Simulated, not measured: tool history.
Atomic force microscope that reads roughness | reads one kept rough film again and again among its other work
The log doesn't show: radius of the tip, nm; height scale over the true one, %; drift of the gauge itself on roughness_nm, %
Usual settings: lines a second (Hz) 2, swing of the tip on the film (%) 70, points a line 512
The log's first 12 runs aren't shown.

run   hour  lines a second (Hz)  swing of the tip on the film (%)  points a line  pictures with this tip  hours of work since the height scale was calibrated  roughness of the kept film (nm (root mean square))
       192  -- height scale calibrated on a step standard
 13  205.7                    2                                67            512                     228                                                    8                                               1.572
 14  225.4                    2                                67            512                     255                                                   19                                                1.51
 15  235.9                    2                                70            512                     270                                                   25                                               1.441
 16  250.5                    2                                70            512                     290                                                   33                                               1.393
     261.2  -- height scale calibrated on a step standard, once more
 17  261.4                    2                                70            512                     303                                                    0                                               1.358
 18    274                    2                                70            512                     321                                                    7                                               1.328
     276.5  -- new tip fitted
 19  292.3                    2                                70            512                      22                                                   17                                               2.399
 20  307.7                    2                                70            512                      43                                                   26                                               2.285
 21  327.7                    2                                77            887                      71                                                   37                                               2.016
 22  347.1                    2                                77            887                      98                                                   48                                               1.887
 23  369.9                 2.28                                59            512                     129                                                   60                                               1.923
 24    382                 2.28                                59            512                     146                                                   67                                               1.857
 25  393.9                 0.52                                68            422                     162                                                   74                                               1.876
 26  417.3                 0.52                                68            422                     194                                                   87                                               1.768

Run 27 comes next. What will it give?
 27  427.9                 0.52                                68            422                     209                                                   93                                                   ?

roughness of the kept film (nm (root mean square)): 1.719
Without the tool's hidden state the same run would have given roughness of the kept film (nm (root mean square)) 2.903.
